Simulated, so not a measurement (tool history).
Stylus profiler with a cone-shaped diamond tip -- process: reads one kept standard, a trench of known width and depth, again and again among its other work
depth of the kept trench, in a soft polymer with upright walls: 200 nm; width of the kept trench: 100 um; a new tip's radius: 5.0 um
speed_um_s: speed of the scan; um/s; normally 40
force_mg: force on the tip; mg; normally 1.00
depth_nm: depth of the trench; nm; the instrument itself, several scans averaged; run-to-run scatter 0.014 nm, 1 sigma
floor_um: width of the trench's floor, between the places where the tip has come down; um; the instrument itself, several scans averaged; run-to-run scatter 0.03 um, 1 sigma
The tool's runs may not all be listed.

run,hour,speed_um_s,force_mg,depth_nm,floor_um
1,0.0,40,1.00,200.94,96.73
2,16.2,40,0.41,200.62,96.60
3,26.6,37,1.00,200.96,96.75
4,37.4,37,1.00,200.98,96.72
5,46.8,40,1.00,200.98,96.72
6,61.7,40,1.00,200.96,96.71
7,75.9,40,1.00,200.96,96.72
8,85.8,40,1.00,200.99,96.72
9,98.4,40,1.00,200.97,96.68
10,112.7,40,1.00,200.98,96.69
11,123.6,40,0.78,200.86,96.64
12,139.6,40,0.78,200.86,96.63
13,156.6,40,0.78,200.85,96.66
14,167.5,110,0.91,200.93,96.27
15,185.2,110,0.91,200.94,96.30
16,198.7,110,0.70,200.83,96.22
17,211.5,40,0.42,200.64,96.56
18,223.3,40,0.42,200.66,96.52
19,238.2,40,0.42,200.67,96.52
20,248.5,72,2.16,201.51,96.57
21,266.7,84,1.00,200.99,96.41
22,281.5,63,0.48,200.70,96.39
23,299.1,67,0.72,200.84,96.38
24,312.1,73,0.43,200.68,96.26
25,327.8,73,1.67,201.29,96.46

Below are 3 alternative next runs, each starting from the tool's condition after run 25. Predict each:
A,338.0,149,0.62,?,?
B,338.0,62,0.51,?,?
C,338.0,125,0.33,?,?

run,depth_nm,floor_um
A,200.79,95.83
B,200.73,96.38
C,200.62,95.72
What these runs would have given with no unlogged condition in the tool:
run,depth_nm,floor_um
A,200.53,96.25
B,200.47,96.80
C,200.35,96.14

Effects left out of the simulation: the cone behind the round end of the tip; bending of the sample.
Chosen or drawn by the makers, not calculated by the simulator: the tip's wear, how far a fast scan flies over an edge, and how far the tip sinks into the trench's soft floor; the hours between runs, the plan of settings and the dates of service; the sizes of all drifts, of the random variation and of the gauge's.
